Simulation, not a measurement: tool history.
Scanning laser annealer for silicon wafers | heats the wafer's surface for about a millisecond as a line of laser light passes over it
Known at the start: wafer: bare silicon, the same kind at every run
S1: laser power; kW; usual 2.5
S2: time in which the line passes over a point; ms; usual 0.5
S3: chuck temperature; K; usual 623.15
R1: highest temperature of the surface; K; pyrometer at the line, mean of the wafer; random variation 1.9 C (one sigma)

run	hour	S1	S2	S3	R1
1	0	2.5	0.5	623.15	1402.15
2	9.1	2.5	0.5	623.15	1400.15
3	19.4	2.5	0.5	623.15	1404.15
4	27.6	2.5	0.5	623.15	1402.15
5	38.2	2.5	0.5	623.15	1401.15
6	44.7	2.5	0.5	623.15	1403.15
7	53.9	2.5	0.5	657.15	1432.15
8	59.7	2.5	0.5	661.15	1437.15
9	65.6	2.5	0.5	661.15	1441.15
10	70.8	2.59	0.375	623.15	1308.15
11	77.1	2.473	0.56	623.15	1440.15
12	87.3	2.209	0.406	652.15	1271.15
13	98.1	2.235	0.407	645.15	1271.15
14	106.7	2.235	0.435	640.15	1287.15

4 ways to go on from here, each from the tool as it stands after run 14. What would each give?
A	112.6	2.5	0.548	661.15	?
B	112.6	2.645	0.435	591.15	?
C	112.6	2.333	0.418	642.15	?
D	112.6	2.5	0.441	623.15	?

run	R1
A	1478.15
B	1349.15
C	1298.15
D	1345.15
Without the tool's hidden state the same runs would have given:
run	R1
A	1503.15
B	1371.15
C	1317.15
D	1366.15
